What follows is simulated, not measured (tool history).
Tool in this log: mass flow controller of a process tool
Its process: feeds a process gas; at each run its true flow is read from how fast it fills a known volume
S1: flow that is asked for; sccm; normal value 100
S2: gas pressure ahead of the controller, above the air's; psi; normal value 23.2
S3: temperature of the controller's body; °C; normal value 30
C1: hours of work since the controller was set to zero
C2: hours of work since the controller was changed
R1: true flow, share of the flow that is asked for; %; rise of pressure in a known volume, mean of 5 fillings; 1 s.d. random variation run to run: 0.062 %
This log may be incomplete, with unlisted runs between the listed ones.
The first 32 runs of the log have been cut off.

Run 33, hour 3035.5: usual settings but S1 65 sccm, S2 38.7 psi, S3 20 °C; C1 2308; C2 2308. Result: R1 96.22 %.
Run 34, hour 3132.9: usual settings but S2 38.1 psi, S3 26 °C; C1 2349; C2 2349. Result: R1 97.89 %.
Run 35, hour 3197.2: usual settings but S2 34.4 psi; C1 2377; C2 2377. Result: R1 98.27 %.
Run 36, hour 3313: usual settings but S2 23.4 psi, S3 21 °C; C1 2427; C2 2427. Result: R1 98.19 %.
Run 37, hour 3377.4: usual settings but S1 21 sccm, S2 25.8 psi, S3 36 °C; C1 2455; C2 2455. Result: R1 92.34 %.
Run 38, hour 3511.2: usual settings but S1 21 sccm, S2 25.8 psi, S3 36 °C; C1 2512; C2 2512. Result: R1 92.11 %.
Run 39, hour 3588.3: usual settings but S1 21 sccm, S2 25.8 psi, S3 36 °C; C1 2545; C2 2545. Result: R1 92.09 %.
Run 40, hour 3694.8: usual settings but S2 20.6 psi, S3 24 °C; C1 2591; C2 2591. Result: R1 98.5 %.
Run 41, hour 3796.3: usual settings but S1 72 sccm, S2 32.9 psi, S3 26 °C; C1 2634; C2 2634. Result: R1 96.9 %.
Run 42, hour 3909.3: usual settings but S1 110 sccm; C1 2683; C2 2683. Result: R1 99.1 %.
Run 43, hour 3976.8: usual settings but S1 110 sccm; C1 2712; C2 2712. Result: R1 99.05 %.
Run 44, hour 4043.4: usual settings but S1 110 sccm; C1 2741; C2 2741. Result: R1 99.12 %.
Run 45, hour 4170.9: usual settings but S1 110 sccm; C1 2795; C2 2795. Result: R1 99.09 %.
Run 46, hour 4267.3: usual settings but S3 38 °C; C1 2837; C2 2837. Result: R1 99.32 %.
Run 47, hour 4351.1: usual settings but S1 144 sccm, S3 23 °C; C1 2873; C2 2873. Result: R1 99.38 %.
Run 48, hour 4484: usual settings but S1 68 sccm, S3 21 °C; C1 2930; C2 2930. Result: R1 96.84 %.

Alternative continuations, all from the tool just after run 48; predict every row:
Run A, hour 4538.7: usual settings but S1 103 sccm, S2 20.6 psi, S3 24 °C; C1 2953; C2 2953. Result: R1 ?.
Run B, hour 4538.7: usual settings but S1 46 sccm, S2 36.1 psi, S3 35 °C; C1 2953; C2 2953. Result: R1 ?.
Run C, hour 4538.7: usual settings but S1 68 sccm, S3 27 °C; C1 2953; C2 2953. Result: R1 ?.

run     R1
  A  98.44
  B  95.56
  C  97.24
With the hidden condition removed and each run's random variation left untouched, the same runs would have given:
run     R1
  A  98.97
  B  98.29
  C  98.68
